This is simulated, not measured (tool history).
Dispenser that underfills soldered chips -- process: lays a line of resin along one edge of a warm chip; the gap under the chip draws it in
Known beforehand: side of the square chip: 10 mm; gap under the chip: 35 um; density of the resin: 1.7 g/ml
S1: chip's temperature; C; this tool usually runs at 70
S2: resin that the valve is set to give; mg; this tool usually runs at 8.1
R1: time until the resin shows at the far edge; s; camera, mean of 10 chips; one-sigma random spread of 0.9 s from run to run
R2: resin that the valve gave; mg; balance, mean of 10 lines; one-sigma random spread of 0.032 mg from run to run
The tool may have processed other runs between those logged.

run,day,S1,S2,R1,R2
1,0,70,8.1,91.4,8.13
2,0.279,70,8.1,125.1,8.11
# day 0.467: new syringe of resin
3,0.571,70,8.1,90.9,8.04
4,0.758,70,8.1,112.3,8.07
5,0.917,70,8.1,132.3,8.02
# day 1.046: new syringe of resin
6,1.204,70,8.1,97.9,7.99
7,1.408,70,9.1,120.4,8.98
8,1.592,70,9.1,144.4,9.02
# day 1.625: new syringe of resin
9,1.75,79,9.1,63.9,9
10,1.929,79,9.1,77.7,8.99
11,2.129,82,8.1,90.3,7.99
# day 2.192: new syringe of resin
12,2.262,70,8.1,87.7,8.03
13,2.521,70,8.1,116.8,8.01
# day 2.771: new syringe of resin
14,2.771,70,8.1,80,7.96
15,2.979,70,8.18,104.3,8.09
16,3.15,70,8.18,121.9,7.98
17,3.296,70,8.18,141.1,7.97
# day 3.346: new syringe of resin
18,3.533,70,6.92,104.1,6.7
19,3.662,70,6.92,121.2,6.79
20,3.875,70,6.92,151.7,6.76
# day 3.925: new syringe of resin
21,4.167,83,6.92,68.8,6.77
22,4.442,83,6.92,91.6,6.69
# day 4.5: new syringe of resin
23,4.621,72,7.74,86.9,7.47
24,4.838,55,9.9,200.5,9.5
25,4.962,81,7.9,91.4,7.65
# day 5.071: new syringe of resin
26,5.158,84,7.22,57.6,6.94
27,5.292,84,7.22,65.1,6.97
28,5.412,84,7.23,71.9,6.96
# day 5.646: new syringe of resin
29,5.646,74,10.27,67,9.88
30,5.879,78,10.27,74.5,9.9
31,6.062,65,9.57,145,9.17
# day 6.233: new syringe of resin
32,6.3,59,8.69,131.8,8.3
33,6.504,59,8.69,164.3,8.3
34,6.675,59,8.69,191.5,8.27
# day 6.812: new syringe of resin
35,6.892,70,7.4,91.6,6.96
36,7.021,65,9.24,117.8,8.73

Branching from run 36: 3 alternative next runs. What would each branch give?
A,7.258,70,8.1,?,?
B,7.258,55,10.25,?,?
C,7.258,60,8.12,?,?

run,R1,R2
A,132.3,7.65
B,220.9,9.77
C,190.7,7.7
Had the tool no hidden state, the same runs would have come out as:
run,R1,R2
A,86.3,8.05
B,146.1,10.29
C,124.7,8.11
